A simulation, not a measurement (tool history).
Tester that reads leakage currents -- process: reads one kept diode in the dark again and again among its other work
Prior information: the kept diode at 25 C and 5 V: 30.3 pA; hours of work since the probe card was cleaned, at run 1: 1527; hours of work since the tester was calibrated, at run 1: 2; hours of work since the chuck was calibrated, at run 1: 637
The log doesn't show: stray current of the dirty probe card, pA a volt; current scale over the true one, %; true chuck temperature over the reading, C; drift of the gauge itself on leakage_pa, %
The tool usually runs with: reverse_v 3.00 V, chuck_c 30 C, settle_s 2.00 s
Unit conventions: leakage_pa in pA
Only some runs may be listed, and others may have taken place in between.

run	hour	reverse_v	chuck_c	settle_s	hours of work since the probe card was cleaned	hours of work since the tester was calibrated	hours of work since the chuck was calibrated	leakage_pa
1	0.0	3.00	30	2.00	1527	2	637	43.58
2	134.6	3.00	30	2.00	1619	94	730	44.54
3	215.7	3.00	30	2.00	1674	150	785	45.11
4	307.2	3.00	30	2.00	1737	212	848	45.53
5	426.2	3.00	30	2.00	1818	294	929	45.67
6	564.8	3.00	30	2.00	1913	389	1024	46.60
# hour 573.5: tester calibrated
7	677.9	3.00	32	2.00	1989	71	1100	54.04
8	743.2	5.34	32	0.39	2034	116	1144	73.07
# hour 773.2: tester calibrated, once more
9	843.0	14.76	24	0.39	2101	48	1211	81.87
10	921.9	1.15	30	1.73	2154	102	1265	31.79
# hour 997.1: chuck's temperature calibrated
11	1003.9	1.15	30	1.73	2209	156	5	27.64

What does the tool deliver on the next run?
12	1084.2	12.79	30	7.17	2264	211	60	?

Run 12 gave leakage_pa 88.73 pA.
If the tool had no hidden condition, the same run with the same run-to-run variation would have returned leakage_pa 66.43 pA.
